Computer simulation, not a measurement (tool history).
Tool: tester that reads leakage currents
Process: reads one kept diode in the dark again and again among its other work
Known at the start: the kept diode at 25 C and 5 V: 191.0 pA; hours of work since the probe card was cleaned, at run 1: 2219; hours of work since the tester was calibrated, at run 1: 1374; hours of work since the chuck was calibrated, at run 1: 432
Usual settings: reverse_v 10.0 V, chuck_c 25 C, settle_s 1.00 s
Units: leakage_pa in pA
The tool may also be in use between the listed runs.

run     day  reverse_v  chuck_c  settle_s  hours of work since the probe card was cleaned  hours of work since the tester was calibrated  hours of work since the chuck was calibrated  leakage_pa
  1   0.000       10.0       25      1.00                                            2219                                           1374                                           432      340.31
  2   1.904       16.0       25      1.00                                            2252                                           1407                                           465      456.24
      4.233  -- chuck's temperature calibrated
  3   5.525       16.0       25      1.00                                            2312                                           1467                                            22      492.51
  4   8.592        4.6       25      1.00                                            2365                                           1520                                            75      242.17
  5  11.758       10.0       25      1.00                                            2419                                           1574                                           129      389.93
  6  13.450        1.8       25      1.00                                            2448                                           1603                                           158      144.96
  7  16.458        1.8       25      1.00                                            2500                                           1655                                           210      148.58
  8  19.271        1.8       25      1.00                                            2548                                           1703                                           258      151.04
  9  22.954        1.8       25      1.00                                            2611                                           1766                                           321      154.32
     24.783  -- chuck's temperature calibrated, once more
 10  25.883       10.0       37      1.00                                            2660                                           1815                                            19      797.29
 11  27.588       10.0       25      1.00                                            2689                                           1844                                            48      298.45
 12  30.021       10.0       52      1.00                                            2731                                           1886                                            90     2598.77
 13  31.821       10.0       52      1.00                                            2762                                           1917                                           121     2638.27
 14  35.021        1.4       25      1.00                                            2817                                           1972                                           176       99.10
 15  36.629        1.4       25      1.00                                            2844                                           1999                                           203      100.33
 16  38.812       10.0       25      1.00                                            2882                                           2037                                           241      324.54
 17  41.042       10.0       25      1.00                                            2920                                           2075                                           279      329.29
 18  42.733       10.0       25      1.00                                            2949                                           2104                                           308      333.60
 19  45.567        1.6       29      1.00                                            2997                                           2152                                           356      160.83
 20  48.633       10.0       31      1.00                                            3050                                           2205                                           409      567.20
 21  51.029       10.0       39      1.41                                            3091                                           2246                                           450     1096.73
     54.075  -- chuck's temperature calibrated
 22  54.317       10.0       39      1.41                                            3146                                           2301                                             4      939.69
 23  56.346        7.4       54      1.00                                            3181                                           2336                                            39     2518.05
 24  60.017        1.8       20      1.00                                            3244                                           2399                                           102       72.76
 25  63.296        1.8       20      1.00                                            3300                                           2455                                           158       74.43
 26  65.975        3.0       55      5.05                                            3346                                           2501                                           204     1683.49
 27  67.588       10.0       21      1.00                                            3374                                           2529                                           232      233.00
     69.521  -- probe card cleaned and baked
 28  70.679       10.0       42      1.00                                              20                                           2579                                           283     1291.56
 29  74.196        9.2       26      1.00                                              80                                           2640                                           343      337.12
 30  76.075        9.2       48      0.86                                             112                                           2672                                           375     2020.67
 31  78.196       10.0       36      1.84                                             149                                           2708                                           411      838.46
 32  81.717       10.0       36      1.84                                             209                                           2769                                           472      858.61
 33  83.338        1.1       33      9.52                                             237                                           2796                                           500      189.47
     83.750  -- chuck's temperature calibrated
 34  85.512       10.0       33      9.52                                             273                                           2832                                            30      573.47
 35  87.362       17.7       58      3.72                                             304                                           2864                                            62     5600.95

The same runs without the tool's hidden state, with the same run-to-run variation:
The hidden state here: stray current of the dirty probe card, pA a volt; current scale over the true one, %; true chuck temperature over the reading, C; drift of the gauge itself on leakage_pa, %.
run  leakage_pa
  1      285.55
  2      375.37
  3      372.63
  4      182.37
  5      284.96
  6      106.33
  7      106.68
  8      106.62
  9      106.26
 10      790.80
 11      284.28
 12     2548.61
 13     2561.43
 14       92.07
 15       92.23
 16      286.34
 17      285.82
 18      286.18
 19      140.46
 20      480.01
 21      934.43
 22      934.88
 23     2507.25
 24       67.76
 25       67.86
 26     1594.85
 27      199.38
 28     1186.23
 29      298.85
 30     1804.47
 31      731.18
 32      731.77
 33      159.39
 34      570.11
 35     5538.43
